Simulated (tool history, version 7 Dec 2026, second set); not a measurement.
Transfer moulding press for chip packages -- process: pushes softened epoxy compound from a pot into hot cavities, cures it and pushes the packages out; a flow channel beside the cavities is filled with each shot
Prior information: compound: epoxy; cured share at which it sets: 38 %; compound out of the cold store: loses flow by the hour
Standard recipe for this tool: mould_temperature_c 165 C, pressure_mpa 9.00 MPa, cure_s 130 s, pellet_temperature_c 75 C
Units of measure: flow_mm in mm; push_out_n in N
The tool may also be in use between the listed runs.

run	day	mould_temperature_c	pressure_mpa	cure_s	pellet_temperature_c	incoming compound's hours out of the cold store	flow_mm	push_out_n
1	0.000	165	9.00	130	75	12.7	692	379
2	0.679	165	9.00	116	75	33.6	636	431
3	1.304	165	9.00	134	75	27.6	662	385
# day 1.683: cavities cleaned with cleaning compound and waxed
4	2.079	165	9.00	122	75	43.5	609	394
5	2.700	165	9.00	122	75	12.0	706	425
6	3.346	165	9.00	130	71	36.1	627	392
7	3.996	165	9.00	163	71	32.8	642	362
8	4.425	160	9.00	130	75	36.2	633	470
9	5.083	165	9.00	130	75	31.3	655	373
# day 5.408: cavities cleaned with cleaning compound and waxed
10	5.554	165	9.00	130	75	11.1	711	394
11	6.183	165	9.00	130	75	17.7	702	394
12	6.812	165	9.00	130	75	31.6	643	399
13	7.508	165	9.00	130	76	16.9	691	396
14	8.038	165	9.00	130	76	37.2	627	373
15	8.750	165	9.00	130	76	20.1	679	372
# day 9.142: cavities cleaned with cleaning compound and waxed
16	9.375	161	9.00	130	75	29.6	653	456
17	9.875	160	10.73	116	77	24.6	731	590
18	10.275	172	7.13	154	75	32.8	552	349
19	10.821	158	8.66	130	75	31.5	652	506
20	11.504	169	9.00	135	75	40.9	608	354
21	11.812	169	9.00	135	75	21.0	668	349
22	12.225	169	9.00	135	75	38.6	622	361
# day 12.846: cavities cleaned with cleaning compound and waxed
23	13.000	163	9.00	147	75	44.9	600	366
# day 13.725: mould's thermocouples calibrated
24	13.788	159	9.00	147	75	34.9	637	419
25	14.242	165	7.88	140	69	20.9	630	368
26	14.821	169	8.15	122	71	27.1	622	374
27	15.242	169	8.15	122	71	47.1	559	374
28	15.612	169	8.84	138	71	17.6	680	355
29	16.033	169	8.84	138	71	30.9	630	353

What if the next run were any one of these 4? Each begins from the tool's condition after run 29:
A	16.367	169	10.00	138	71	26.6	?	?
B	16.367	159	9.00	149	67	18.3	?	?
C	16.367	165	9.00	130	76	42.7	?	?
D	16.367	169	7.09	124	71	39.2	?	?

run	flow_mm	push_out_n
A	678	350
B	691	415
C	604	394
D	541	369
Take away the tool's hidden state, keep each run's random variation, and the runs would have read:
run	flow_mm	push_out_n
A	679	347
B	691	411
C	605	391
D	541	366
